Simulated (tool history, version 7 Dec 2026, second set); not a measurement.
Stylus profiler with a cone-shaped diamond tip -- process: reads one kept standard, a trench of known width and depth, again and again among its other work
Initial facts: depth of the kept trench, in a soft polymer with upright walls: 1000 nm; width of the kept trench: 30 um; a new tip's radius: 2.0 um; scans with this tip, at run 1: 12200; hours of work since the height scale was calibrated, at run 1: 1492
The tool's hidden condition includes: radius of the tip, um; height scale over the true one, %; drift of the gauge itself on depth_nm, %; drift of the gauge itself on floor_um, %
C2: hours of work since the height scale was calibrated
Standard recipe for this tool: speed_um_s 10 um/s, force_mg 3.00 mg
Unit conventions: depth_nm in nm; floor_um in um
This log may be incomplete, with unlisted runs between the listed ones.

Run 1, hour 0.0: usual settings; scans with this tip 12200; C2 1492. Result: depth_nm 1023.69 nm, floor_um 24.97 um.
Run 2, hour 96.4: usual settings but speed_um_s 34 um/s; scans with this tip 12777; C2 1562. Result: depth_nm 1023.98 nm, floor_um 24.89 um.
Run 3, hour 195.9: usual settings but speed_um_s 34 um/s; scans with this tip 13371; C2 1635. Result: depth_nm 1024.54 nm, floor_um 24.85 um.
At hour 241.0: height scale calibrated on a step standard.
Run 4, hour 250.0: usual settings but speed_um_s 34 um/s; scans with this tip 13692; C2 7. Result: depth_nm 1029.11 nm, floor_um 24.82 um.
Run 5, hour 333.5: usual settings but speed_um_s 34 um/s; scans with this tip 14191; C2 68. Result: depth_nm 1029.39 nm, floor_um 24.82 um.
Run 6, hour 396.1: usual settings but speed_um_s 34 um/s; scans with this tip 14565; C2 113. Result: depth_nm 1029.50 nm, floor_um 24.71 um.
Run 7, hour 453.0: usual settings; scans with this tip 14905; C2 155. Result: depth_nm 1029.51 nm, floor_um 24.70 um.
Run 8, hour 550.4: usual settings; scans with this tip 15487; C2 226. Result: depth_nm 1029.73 nm, floor_um 24.71 um.
Run 9, hour 636.3: usual settings but force_mg 1.32 mg; scans with this tip 16001; C2 289. Result: depth_nm 1022.47 nm, floor_um 24.64 um.
At hour 664.1: new tip fitted, height scale calibrated.
Run 10, hour 756.6: usual settings; scans with this tip 553; C2 68. Result: depth_nm 1017.83 nm, floor_um 26.38 um.
At hour 879.8: height scale calibrated on a step standard, once more.
Run 11, hour 879.9: usual settings but force_mg 3.34 mg; scans with this tip 1287; C2 0. Result: depth_nm 1019.22 nm, floor_um 26.25 um.
Run 12, hour 945.7: usual settings but speed_um_s 5 um/s, force_mg 1.76 mg; scans with this tip 1680; C2 48. Result: depth_nm 1012.62 nm, floor_um 26.22 um.
Run 13, hour 1002.9: usual settings but speed_um_s 5 um/s, force_mg 1.76 mg; scans with this tip 2023; C2 90. Result: depth_nm 1013.25 nm, floor_um 26.19 um.
Run 14, hour 1054.9: usual settings but speed_um_s 2 um/s, force_mg 8.81 mg; scans with this tip 2333; C2 128. Result: depth_nm 1036.75 nm, floor_um 26.18 um.
Run 15, hour 1144.5: usual settings but speed_um_s 5 um/s, force_mg 5.41 mg; scans with this tip 2868; C2 193. Result: depth_nm 1026.81 nm, floor_um 26.09 um.
Run 16, hour 1254.8: usual settings but speed_um_s 5 um/s, force_mg 5.41 mg; scans with this tip 3528; C2 274. Result: depth_nm 1027.25 nm, floor_um 25.97 um.
Run 17, hour 1356.1: usual settings but speed_um_s 5 um/s, force_mg 5.41 mg; scans with this tip 4134; C2 348. Result: depth_nm 1027.62 nm, floor_um 25.85 um.
Run 18, hour 1409.1: usual settings but speed_um_s 5 um/s, force_mg 5.41 mg; scans with this tip 4450; C2 387. Result: depth_nm 1027.52 nm, floor_um 25.89 um.
Run 19, hour 1474.5: usual settings but speed_um_s 18 um/s, force_mg 3.07 mg; scans with this tip 4841; C2 435. Result: depth_nm 1019.53 nm, floor_um 25.83 um.
Run 20, hour 1595.5: usual settings but speed_um_s 22 um/s, force_mg 3.16 mg; scans with this tip 5565; C2 523. Result: depth_nm 1020.57 nm, floor_um 25.74 um.
Run 21, hour 1690.6: usual settings but speed_um_s 18 um/s; scans with this tip 6133; C2 592. Result: depth_nm 1020.13 nm, floor_um 25.60 um.

Here are 5 independent what-if runs from the current tool condition. What would each one return?
Run A, hour 1782.6: usual settings but force_mg 1.42 mg; scans with this tip 6683; C2 660. Result: depth_nm ?, floor_um ?.
Run B, hour 1782.6: usual settings but force_mg 1.28 mg; scans with this tip 6683; C2 660. Result: depth_nm ?, floor_um ?.
Run C, hour 1782.6: usual settings but speed_um_s 5 um/s, force_mg 1.66 mg; scans with this tip 6683; C2 660. Result: depth_nm ?, floor_um ?.
Run D, hour 1782.6: usual settings but speed_um_s 11 um/s, force_mg 2.28 mg; scans with this tip 6683; C2 660. Result: depth_nm ?, floor_um ?.
Run E, hour 1782.6: usual settings but speed_um_s 32 um/s, force_mg 2.95 mg; scans with this tip 6683; C2 660. Result: depth_nm ?, floor_um ?.

run  depth_nm  floor_um
  A   1013.43     25.62
  B   1012.83     25.52
  C   1014.44     25.52
  D   1017.37     25.59
  E   1020.58     25.49
With no hidden state in the tool, these same runs would have given:
run  depth_nm  floor_um
  A   1010.46     26.55
  B   1009.86     26.44
  C   1011.47     26.44
  D   1014.39     26.52
  E   1017.59     26.42
